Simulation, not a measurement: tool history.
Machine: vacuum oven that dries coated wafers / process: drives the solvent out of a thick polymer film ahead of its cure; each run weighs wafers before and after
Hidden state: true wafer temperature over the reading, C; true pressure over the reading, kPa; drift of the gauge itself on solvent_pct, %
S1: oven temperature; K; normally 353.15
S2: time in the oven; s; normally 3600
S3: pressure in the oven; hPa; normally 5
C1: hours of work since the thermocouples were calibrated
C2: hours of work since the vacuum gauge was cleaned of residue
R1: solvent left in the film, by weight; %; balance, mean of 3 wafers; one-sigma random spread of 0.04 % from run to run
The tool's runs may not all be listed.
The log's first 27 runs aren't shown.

run    hour      S1    S2     S3   C1    C2    R1
 28  1066.7  348.15  2580      5   82   783   1.8
 29  1118.7  350.15  5520   2.76  121   822  0.22
 30  1162.1  350.15  5520   2.76  153   854  0.24
     1170.6  -- oven's thermocouples calibrated, once more
 31    1198  348.15  5040   8.43   20   879  1.07
 32  1229.7  348.15  5040   8.43   44   902  1.06
 33  1253.8  367.15  4980   6.01   62   920  0.15
 34  1289.9  367.15  4980   6.01   88   947  0.14
 35  1336.6  354.15  2640  10.94  123   982  1.68
 36  1380.6  354.15  2640   9.31  156  1014  1.57
 37  1406.7  353.15  3300   6.05  175  1034  1.11
 38  1447.8  353.15  2640      5  205  1064  1.67
 39  1472.9  355.15  2280   7.01  224  1083  1.79
       1489  -- vacuum gauge cleaned of residue and calibrated
 40  1510.4  355.15  2280   7.01  251    16  1.66
 41  1536.6  345.15  2520   4.17  270    35   3.9
 42  1565.6  359.15  3180   2.66  292    57  0.35
 43  1613.8  348.15  2580  16.44  327    93  3.21
 44  1639.2  346.15  3660   5.01  346   111  1.99
 45  1661.4  346.15  3660   5.01  363   128  1.96
 46  1696.2  360.15  5700  17.04  389   154  0.35
 47  1742.6  353.15  4200      5  423   188  0.57
 48  1794.7  353.15  4200      5  462   227  0.58

Here are 3 independent what-if runs from the current tool condition. What would each one return?
  A  1829.3  345.15  5880  9.89  487  252   ?
  B  1829.3  353.15  5580  2.54  487  252   ?
  C  1829.3  356.15  4560  2.51  487  252   ?

run    R1
  A  0.99
  B  0.24
  C  0.24
Stripped of hidden state, with their random variation kept, the same runs would have yielded:
run    R1
  A  1.09
  B  0.25
  C  0.26

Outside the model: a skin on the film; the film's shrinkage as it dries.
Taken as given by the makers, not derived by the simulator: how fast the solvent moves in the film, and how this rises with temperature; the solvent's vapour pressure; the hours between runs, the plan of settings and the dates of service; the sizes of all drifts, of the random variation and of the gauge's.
